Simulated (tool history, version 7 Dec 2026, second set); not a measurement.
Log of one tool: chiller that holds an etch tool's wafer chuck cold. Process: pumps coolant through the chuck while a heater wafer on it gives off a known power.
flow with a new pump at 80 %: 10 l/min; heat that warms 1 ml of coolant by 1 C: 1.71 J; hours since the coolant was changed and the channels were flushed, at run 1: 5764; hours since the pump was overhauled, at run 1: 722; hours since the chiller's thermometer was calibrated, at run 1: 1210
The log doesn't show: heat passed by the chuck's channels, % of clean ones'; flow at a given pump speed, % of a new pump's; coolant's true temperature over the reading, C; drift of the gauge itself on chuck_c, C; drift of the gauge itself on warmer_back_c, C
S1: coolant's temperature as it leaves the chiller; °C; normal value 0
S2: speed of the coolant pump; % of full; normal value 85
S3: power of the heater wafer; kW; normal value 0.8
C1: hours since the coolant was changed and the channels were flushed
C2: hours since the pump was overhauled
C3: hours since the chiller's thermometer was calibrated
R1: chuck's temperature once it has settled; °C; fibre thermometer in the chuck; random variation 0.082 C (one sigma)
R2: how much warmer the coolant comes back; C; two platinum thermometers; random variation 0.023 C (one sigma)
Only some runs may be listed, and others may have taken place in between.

{"run": 1, "hour": 0.0, "S1": 0, "S2": 85, "S3": 0.8, "C1": 5764, "C2": 722, "C3": 1210, "R1": 6.92, "R2": 2.67}
{"run": 2, "hour": 22.8, "S1": 0, "S2": 85, "S3": 0.8, "C1": 5787, "C2": 744, "C3": 1232, "R1": 6.8, "R2": 2.63}
{"run": 3, "hour": 50.7, "S1": 0, "S2": 85, "S3": 0.8, "C1": 5815, "C2": 772, "C3": 1260, "R1": 7.09, "R2": 2.66}
{"run": 4, "hour": 78.9, "S1": 0, "S2": 85, "S3": 0.8, "C1": 5843, "C2": 800, "C3": 1289, "R1": 6.92, "R2": 2.63}
{"run": 5, "hour": 99.6, "S1": 0, "S2": 85, "S3": 0.8, "C1": 5864, "C2": 821, "C3": 1309, "R1": 6.95, "R2": 2.58}
{"run": 6, "hour": 117.8, "S1": 0, "S2": 85, "S3": 0.8, "C1": 5882, "C2": 839, "C3": 1327, "R1": 6.92, "R2": 2.59}
{"run": 7, "hour": 136.6, "S1": 0, "S2": 85, "S3": 0.8, "C1": 5901, "C2": 858, "C3": 1346, "R1": 6.96, "R2": 2.61}
{"run": 8, "hour": 164.6, "S1": 0, "S2": 95, "S3": 0.8, "C1": 5929, "C2": 886, "C3": 1374, "R1": 6.56, "R2": 2.27}
{"run": 9, "hour": 193.2, "S1": 5, "S2": 85, "S3": 0.8, "C1": 5958, "C2": 915, "C3": 1403, "R1": 11.92, "R2": 2.61}
{"run": 10, "hour": 209.4, "S1": 5, "S2": 85, "S3": 0.8, "C1": 5974, "C2": 931, "C3": 1419, "R1": 12.03, "R2": 2.58}
{"run": 11, "hour": 235.0, "S1": 5, "S2": 85, "S3": 0.8, "C1": 5999, "C2": 957, "C3": 1445, "R1": 11.91, "R2": 2.59}
{"run": 12, "hour": 263.4, "S1": 0, "S2": 85, "S3": 0.632, "C1": 6028, "C2": 985, "C3": 1473, "R1": 5.41, "R2": 2.02}
{"run": 13, "hour": 291.6, "S1": 0, "S2": 85, "S3": 0.632, "C1": 6056, "C2": 1013, "C3": 1501, "R1": 5.45, "R2": 1.99}
{"run": 14, "hour": 305.8, "S1": 6, "S2": 85, "S3": 0.8, "C1": 6070, "C2": 1027, "C3": 1515, "R1": 12.94, "R2": 2.59}
{"run": 15, "hour": 323.8, "S1": -7, "S2": 85, "S3": 0.545, "C1": 6088, "C2": 1045, "C3": 1533, "R1": -2.19, "R2": 1.74}
{"run": 16, "hour": 351.9, "S1": -7, "S2": 85, "S3": 0.545, "C1": 6116, "C2": 1073, "C3": 1561, "R1": -2.31, "R2": 1.73}
{"run": 17, "hour": 376.5, "S1": -7, "S2": 85, "S3": 0.545, "C1": 6141, "C2": 1098, "C3": 1586, "R1": -2.17, "R2": 1.71}
{"run": 18, "hour": 400.0, "S1": 5, "S2": 72, "S3": 0.861, "C1": 6164, "C2": 1122, "C3": 1610, "R1": 13.21, "R2": 3.35}
{"run": 19, "hour": 413.2, "S1": 5, "S2": 72, "S3": 0.861, "C1": 6178, "C2": 1135, "C3": 1623, "R1": 13.34, "R2": 3.27}
{"run": 20, "hour": 439.4, "S1": 10, "S2": 95, "S3": 0.61, "C1": 6204, "C2": 1161, "C3": 1649, "R1": 14.99, "R2": 1.67}
{"run": 21, "hour": 459.1, "S1": 10, "S2": 95, "S3": 0.61, "C1": 6224, "C2": 1181, "C3": 1669, "R1": 14.83, "R2": 1.73}
{"run": 22, "hour": 475.8, "S1": -9, "S2": 95, "S3": 0.61, "C1": 6240, "C2": 1197, "C3": 1685, "R1": -4.11, "R2": 1.68}
{"run": 23, "hour": 489.6, "S1": 3, "S2": 79, "S3": 0.903, "C1": 6254, "C2": 1211, "C3": 1699, "R1": 11.14, "R2": 3.13}
{"run": 24, "hour": 503.1, "S1": 3, "S2": 79, "S3": 0.903, "C1": 6268, "C2": 1225, "C3": 1713, "R1": 11.21, "R2": 3.11}
{"run": 25, "hour": 522.5, "S1": 3, "S2": 79, "S3": 0.903, "C1": 6287, "C2": 1244, "C3": 1732, "R1": 11.18, "R2": 3.08}

3 ways to go on from here, each from the tool as it stands after run 25. What would each give?
{"run": "A", "hour": 548.0, "S1": -8, "S2": 85, "S3": 0.431, "C1": 6312, "C2": 1270, "C3": 1758, "R1": "?", "R2": "?"}
{"run": "B", "hour": 548.0, "S1": -9, "S2": 81, "S3": 0.989, "C1": 6312, "C2": 1270, "C3": 1758, "R1": "?", "R2": "?"}
{"run": "C", "hour": 548.0, "S1": 3, "S2": 91, "S3": 0.684, "C1": 6312, "C2": 1270, "C3": 1758, "R1": "?", "R2": "?"}

run=A R1=-4.25 R2=1.29
run=B R1=-0.28 R2=3.35
run=C R1=8.74 R2=1.98
Without the tool's unlogged condition, the same runs would have read:
run=A R1=-4.26 R2=1.39
run=B R1=-0.32 R2=3.46
run=C R1=8.72 R2=2.09
